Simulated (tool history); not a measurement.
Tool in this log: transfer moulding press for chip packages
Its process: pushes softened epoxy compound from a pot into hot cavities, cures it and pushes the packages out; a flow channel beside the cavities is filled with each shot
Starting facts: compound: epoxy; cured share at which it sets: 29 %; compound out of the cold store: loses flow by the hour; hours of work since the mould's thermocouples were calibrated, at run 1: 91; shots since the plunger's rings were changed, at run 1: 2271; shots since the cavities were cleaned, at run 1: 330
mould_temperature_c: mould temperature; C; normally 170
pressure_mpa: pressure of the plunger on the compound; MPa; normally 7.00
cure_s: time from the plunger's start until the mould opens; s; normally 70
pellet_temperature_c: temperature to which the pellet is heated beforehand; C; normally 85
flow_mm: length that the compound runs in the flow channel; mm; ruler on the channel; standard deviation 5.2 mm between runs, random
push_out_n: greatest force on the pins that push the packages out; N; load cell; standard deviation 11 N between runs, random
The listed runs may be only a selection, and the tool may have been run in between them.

run    hour  mould_temperature_c  pressure_mpa  cure_s  pellet_temperature_c  hours of work since the mould's thermocouples were calibrated  shots since the plunger's rings were changed  shots since the cavities were cleaned  incoming compound's hours out of the cold store  flow_mm  push_out_n
  1     0.0                  170          7.00      70                    85                                                             91                                          2271                                    330                                             15.5      855         897
       47.5  -- cavities cleaned with cleaning compound and waxed
  2    61.7                  170          7.00      70                    85                                                            126                                          3156                                    209                                             23.3      797        1393
      117.0  -- cavities cleaned with cleaning compound and waxed
  3   117.0                  170          7.00      70                    85                                                            158                                          3947                                      0                                             39.9      729         525
      158.3  -- plunger's sealing rings changed
  4   160.5                  170          7.00      70                    85                                                            182                                            34                                    604                                              8.9      892        1005
      190.4  -- cavities cleaned with cleaning compound and waxed
      197.6  -- cavities cleaned with cleaning compound and waxed, once more
  5   219.6                  170          7.00      70                    85                                                            215                                           858                                    323                                             13.9      868         861
      266.7  -- cavities cleaned with cleaning compound and waxed
  6   286.3                  170          7.00      70                    85                                                            254                                          1816                                    288                                             39.5      746         805
  7   316.0                  170          7.00      70                    85                                                            271                                          2254                                    726                                             46.6      714         970
      336.0  -- cavities cleaned with cleaning compound and waxed
  8   359.1                  172          7.00      70                    85                                                            296                                          2865                                    340                                             29.9      767         790
  9   390.1                  172          7.00      70                    83                                                            314                                          3321                                    796                                             13.7      837        1009
      404.6  -- cavities cleaned with cleaning compound and waxed
 10   451.2                  170          7.00      70                    85                                                            349                                          4197                                    685                                             40.0      719        1023
      477.0  -- plunger's sealing rings changed
      478.5  -- cavities cleaned with cleaning compound and waxed
      485.6  -- mould's thermocouples calibrated
 11   521.5                  170          7.00      70                    85                                                             21                                           602                                    602                                             13.5      868        1044
      549.2  -- cavities cleaned with cleaning compound and waxed
 12   558.6                  170          7.00      70                    85                                                             42                                          1127                                    140                                              9.3      885         744
 13   611.4                  170          7.00      70                    85                                                             73                                          1903                                    916                                              9.5      890        1181
      619.3  -- cavities cleaned with cleaning compound and waxed
 14   672.5                  170          7.00      70                    85                                                            108                                          2778                                    782                                             25.5      802        1017
      689.3  -- cavities cleaned with cleaning compound and waxed
 15   733.7                  170          7.00     101                    86                                                            143                                          3657                                    653                                             39.1      723         817
      762.0  -- cavities cleaned with cleaning compound and waxed
 16   769.8                  170          7.00     101                    86                                                            164                                          4166                                    115                                             15.0      836         507
      797.2  -- plunger's sealing rings changed
      832.2  -- cavities cleaned with cleaning compound and waxed
 17   832.2                  170          5.44      61                    88                                                            198                                           493                                      0                                             42.7      643         662
 18   872.1                  170          5.44      61                    88                                                            222                                          1080                                    587                                             11.1      769        1329
      900.9  -- cavities cleaned with cleaning compound and waxed
 19   940.9                  165          6.31      61                    88                                                            261                                          2070                                    589                                             23.0      789        1796
      970.9  -- cavities cleaned with cleaning compound and waxed
 20   980.8                  165          6.31      57                    88                                                            284                                          2633                                    145                                             20.8      786        1533
 21  1035.8                  165          5.64      75                    78                                                            316                                          3442                                    954                                             41.9      653        1293
     1040.7  -- cavities cleaned with cleaning compound and waxed
 22  1087.7                  166          7.10      84                    84                                                            346                                          4184                                    691                                             21.3      818        1024
     1110.7  -- plunger's sealing rings changed
     1112.2  -- cavities cleaned with cleaning compound and waxed
     1125.7  -- mould's thermocouples calibrated
 23  1140.7                  170          5.29      65                    85                                                              9                                           389                                    389                                             16.6      745        1057
     1184.5  -- cavities cleaned with cleaning compound and waxed
 24  1192.2                  170          5.29      65                    85                                                             38                                          1125                                    114                                             30.9      682         790
 25  1244.7                  170          5.29      65                    85                                                             69                                          1897                                    886                                             28.3      680        1186
     1252.1  -- cavities cleaned with cleaning compound and waxed
 26  1312.8                  164          5.22      92                    85                                                            108                                          2876                                    893                                             23.3      703         990

Here are 3 independent what-if runs from the current tool condition. What would each one return?
     1323.7  -- cavities cleaned with cleaning compound and waxed
  A  1354.7                  172          7.00      63                    85                                                            132                                          3469                                    455                                             31.2        ?           ?
     1323.7  -- cavities cleaned with cleaning compound and waxed
  B  1354.7                  164          7.89      53                    76                                                            132                                          3469                                    455                                             45.2        ?           ?
     1323.7  -- cavities cleaned with cleaning compound and waxed
  C  1354.7                  174          5.22      92                    85                                                            132                                          3469                                    455                                              8.3        ?           ?

run  flow_mm  push_out_n
  A      758         999
  B      757        2410
  C      752         726
Without the tool's unlogged condition, the same runs would have read:
run  flow_mm  push_out_n
  A      786         557
  B      785        1344
  C      780         418
